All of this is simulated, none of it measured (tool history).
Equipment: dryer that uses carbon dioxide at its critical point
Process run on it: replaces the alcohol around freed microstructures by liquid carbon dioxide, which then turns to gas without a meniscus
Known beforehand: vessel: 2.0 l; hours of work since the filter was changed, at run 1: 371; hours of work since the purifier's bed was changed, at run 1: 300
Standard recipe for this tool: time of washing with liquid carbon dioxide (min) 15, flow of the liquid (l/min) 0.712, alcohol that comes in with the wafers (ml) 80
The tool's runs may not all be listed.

| run | hour | time of washing with liquid carbon dioxide (min) | flow of the liquid (l/min) | alcohol that comes in with the wafers (ml) | hours of work since the filter was changed | hours of work since the purifier's bed was changed | alcohol left in the vessel before it's heated (ppm by volume) |
|---|---|---|---|---|---|---|---|
| 1 | 0 | 15 | 0.712 | 80 | 371 | 300 | 472 |
| 2 | 12 | 15 | 0.712 | 80 | 378 | 308 | 483 |
| 3 | 24.3 | 15 | 1.135 | 80 | 385 | 315 | 96 |
| 4 | 35.7 | 15 | 1.135 | 80 | 392 | 322 | 97 |
| 5 | 42.1 | 15 | 0.712 | 80 | 396 | 326 | 478 |
| 6 | 52.4 | 16 | 0.712 | 80 | 402 | 332 | 381 |
| 7 | 64.5 | 16 | 0.712 | 80 | 410 | 339 | 388 |
| 8 | 73 | 16 | 0.712 | 28 | 415 | 345 | 196 |
| 9 | 83.6 | 16 | 0.712 | 28 | 421 | 351 | 195 |
| 10 | 95.4 | 16 | 0.712 | 28 | 428 | 358 | 200 |
| 11 | 102.5 | 15 | 0.437 | 80 | 433 | 362 | 2789 |
| 12 | 114.6 | 15 | 0.712 | 80 | 440 | 370 | 520 |
| 13 | 123.3 | 15 | 0.712 | 27 | 445 | 375 | 244 |
| 14 | 133.8 | 15 | 0.712 | 27 | 452 | 381 | 239 |
| 15 | 145.9 | 15 | 0.712 | 41 | 459 | 389 | 330 |
| 16 | 152.7 | 15 | 0.712 | 41 | 463 | 393 | 329 |
| 17 | 164.3 | 15 | 0.507 | 80 | 470 | 400 | 1918 |
| 18 | 170.7 | 15 | 0.507 | 26 | 474 | 404 | 676 |
| 19 | 179.9 | 15 | 0.507 | 26 | 480 | 409 | 673 |
| 20 | 185.3 | 15 | 0.507 | 26 | 483 | 413 | 678 |
| 21 | 190.6 | 15 | 0.507 | 26 | 486 | 416 | 688 |
| 22 | 202.3 | 21 | 0.712 | 80 | 493 | 423 | 181 |
| 23 | 211.3 | 21 | 0.712 | 80 | 499 | 428 | 183 |
| 24 | 217.6 | 21 | 0.712 | 80 | 503 | 432 | 177 |
| 25 | 228.1 | 14 | 0.498 | 30 | 509 | 439 | 996 |
| 26 | 239.1 | 18 | 0.764 | 71 | 516 | 445 | 232 |
| 27 | 245.6 | 22 | 0.712 | 26 | 519 | 449 | 123 |
| 28 | 254.7 | 16 | 0.826 | 29 | 525 | 455 | 169 |
| 29 | 265.6 | 16 | 0.826 | 29 | 532 | 461 | 168 |
| 30 | 276.1 | 16 | 0.826 | 29 | 538 | 468 | 174 |
| 31 | 285.8 | 17 | 0.712 | 80 | 544 | 473 | 397 |
| 32 | 294.7 | 12 | 0.816 | 20 | 549 | 479 | 298 |
| 33 | 300.4 | 12 | 0.816 | 20 | 553 | 482 | 300 |
| 34 | 306.8 | 16 | 0.712 | 27 | 557 | 486 | 256 |
| 35 | 313.9 | 19 | 0.863 | 103 | 561 | 491 | 188 |
| 36 | 319.8 | 19 | 0.863 | 81 | 564 | 494 | 166 |
| 37 | 331.3 | 22 | 0.803 | 25 | 571 | 501 | 134 |
| 38 | 338.1 | 15 | 1.102 | 94 | 576 | 505 | 166 |
| 39 | 343.5 | 13 | 1.001 | 80 | 579 | 508 | 304 |
|  | 345.6 | inlet filter changed |
| 40 | 352.7 | 13 | 1.001 | 80 | 4 | 513 | 177 |
| 41 | 359.4 | 13 | 1.001 | 80 | 8 | 517 | 193 |
| 42 | 367.2 | 13 | 1.001 | 80 | 13 | 522 | 179 |
| 43 | 376.6 | 13 | 1.001 | 80 | 19 | 528 | 191 |
| 44 | 385.9 | 13 | 1.001 | 80 | 24 | 534 | 191 |
| 45 | 395.4 | 12 | 0.837 | 80 | 30 | 539 | 424 |
| 46 | 401.4 | 12 | 0.837 | 80 | 34 | 543 | 422 |
| 47 | 412.4 | 13 | 1.097 | 34 | 40 | 550 | 145 |

How the hidden state differs across the entries between the runs, from the last listed run before each to the first after it:
From run 39 to run 40: inlet filter changed (hour 345.6)
  flow that reaches the vessel past the clogged filter, %: 82.3 -> 99.8; alcohol in the recycled carbon dioxide, ppm: 122.2 -> 123.3
  measured value less the no-hidden-state value, alcohol left in the vessel before it's heated (ppm by volume): +241 -> +117
